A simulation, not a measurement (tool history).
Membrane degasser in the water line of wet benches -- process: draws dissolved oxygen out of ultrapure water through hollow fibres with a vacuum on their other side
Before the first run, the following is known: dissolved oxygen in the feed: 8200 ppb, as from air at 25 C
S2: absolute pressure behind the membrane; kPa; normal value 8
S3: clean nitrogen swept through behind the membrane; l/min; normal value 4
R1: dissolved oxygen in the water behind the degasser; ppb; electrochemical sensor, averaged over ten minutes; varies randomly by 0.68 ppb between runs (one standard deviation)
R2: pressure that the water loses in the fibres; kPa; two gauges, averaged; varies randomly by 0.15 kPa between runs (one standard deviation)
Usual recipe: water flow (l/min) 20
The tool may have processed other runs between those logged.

{"run": 1, "hour": 0.0, "water flow (l/min)": 20, "S2": 8, "S3": 4, "R1": 83.1, "R2": 40.96}
{"run": 2, "hour": 34.6, "water flow (l/min)": 20, "S2": 12.42, "S3": 4, "R1": 137.7, "R2": 41.01}
{"run": 3, "hour": 80.0, "water flow (l/min)": 20, "S2": 12.42, "S3": 4, "R1": 137.1, "R2": 40.67}
{"run": 4, "hour": 121.3, "water flow (l/min)": 20, "S2": 8, "S3": 4, "R1": 84, "R2": 40.8}
{"run": 5, "hour": 174.1, "water flow (l/min)": 20, "S2": 8, "S3": 4, "R1": 84.8, "R2": 40.68}
{"run": 6, "hour": 218.0, "water flow (l/min)": 20, "S2": 8, "S3": 4, "R1": 84.1, "R2": 40.89}
{"run": 7, "hour": 248.0, "water flow (l/min)": 20, "S2": 8, "S3": 6.43, "R1": 61.4, "R2": 40.75}
{"run": 8, "hour": 289.3, "water flow (l/min)": 20, "S2": 8, "S3": 6.43, "R1": 62.4, "R2": 40.88}
{"run": 9, "hour": 340.8, "water flow (l/min)": 20, "S2": 8, "S3": 6.43, "R1": 62.8, "R2": 40.85}
{"run": 10, "hour": 406.5, "water flow (l/min)": 20, "S2": 8, "S3": 6.43, "R1": 62.4, "R2": 41}
{"run": 11, "hour": 459.5, "water flow (l/min)": 20, "S2": 8, "S3": 6.43, "R1": 63.3, "R2": 40.63}
{"run": 12, "hour": 523.2, "water flow (l/min)": 20, "S2": 5.39, "S3": 4, "R1": 53.5, "R2": 40.92}
{"run": 13, "hour": 558.5, "water flow (l/min)": 20, "S2": 5.39, "S3": 4, "R1": 54, "R2": 40.72}
{"run": 14, "hour": 610.5, "water flow (l/min)": 20, "S2": 8, "S3": 5.18, "R1": 71, "R2": 40.76}
{"run": 15, "hour": 651.0, "water flow (l/min)": 21, "S2": 8, "S3": 4, "R1": 95, "R2": 42.63}
{"run": 16, "hour": 706.0, "water flow (l/min)": 20, "S2": 8, "S3": 4, "R1": 85.1, "R2": 40.66}
{"run": 17, "hour": 769.0, "water flow (l/min)": 21, "S2": 12.85, "S3": 3.32, "R1": 179.8, "R2": 42.95}
{"run": 18, "hour": 815.5, "water flow (l/min)": 21, "S2": 12.85, "S3": 3.32, "R1": 180.9, "R2": 43.03}
{"hour": 841.5, "done": "vacuum gauge calibrated"}
{"run": 19, "hour": 848.2, "water flow (l/min)": 21, "S2": 7.31, "S3": 3.32, "R1": 93, "R2": 42.61}
{"run": 20, "hour": 912.9, "water flow (l/min)": 26, "S2": 7.31, "S3": 5.9, "R1": 123.4, "R2": 53.27}
{"run": 21, "hour": 958.1, "water flow (l/min)": 25, "S2": 18.84, "S3": 3.78, "R1": 309.4, "R2": 50.99}
{"run": 22, "hour": 1018.0, "water flow (l/min)": 20, "S2": 11.28, "S3": 4.45, "R1": 113.9, "R2": 40.85}
{"run": 23, "hour": 1055.3, "water flow (l/min)": 20, "S2": 11.28, "S3": 4.45, "R1": 112.3, "R2": 40.93}
{"run": 24, "hour": 1085.8, "water flow (l/min)": 20, "S2": 8.56, "S3": 4, "R1": 88.7, "R2": 40.98}
{"run": 25, "hour": 1144.2, "water flow (l/min)": 30, "S2": 10.83, "S3": 2.56, "R1": 340.1, "R2": 61.23}
{"run": 26, "hour": 1185.3, "water flow (l/min)": 13, "S2": 18.03, "S3": 8.05, "R1": 61.8, "R2": 26.58}
{"run": 27, "hour": 1213.4, "water flow (l/min)": 13, "S2": 18.03, "S3": 8.05, "R1": 62.8, "R2": 26.48}
{"run": 28, "hour": 1267.9, "water flow (l/min)": 14, "S2": 11.08, "S3": 3.3, "R1": 86.7, "R2": 28.53}
{"run": 29, "hour": 1309.3, "water flow (l/min)": 29, "S2": 6.68, "S3": 1.69, "R1": 249.4, "R2": 59.46}
{"run": 30, "hour": 1368.5, "water flow (l/min)": 24, "S2": 15.09, "S3": 4.04, "R1": 225.2, "R2": 49.01}
{"run": 31, "hour": 1420.9, "water flow (l/min)": 24, "S2": 15.09, "S3": 4.04, "R1": 225.7, "R2": 49}
{"run": 32, "hour": 1450.6, "water flow (l/min)": 24, "S2": 15.09, "S3": 4.04, "R1": 225.5, "R2": 49.21}

Consider 3 possible next runs. They are alternatives, not a sequence: every one starts from the tool as it was left by run 32. What does each give?
{"run": "A", "hour": 1505.4, "water flow (l/min)": 24, "S2": 11.72, "S3": 2.35, "R1": "?", "R2": "?"}
{"run": "B", "hour": 1505.4, "water flow (l/min)": 19, "S2": 10.75, "S3": 5.21, "R1": "?", "R2": "?"}
{"run": "C", "hour": 1505.4, "water flow (l/min)": 24, "S2": 16.75, "S3": 5.99, "R1": "?", "R2": "?"}

run=A R1=259.2 R2=48.98
run=B R1=88 R2=38.79
run=C R1=193.2 R2=49.11
Without the tool's unlogged condition, the same runs would have read:
run=A R1=254.4 R2=48.59
run=B R1=85.7 R2=38.48
run=C R1=189 R2=48.71
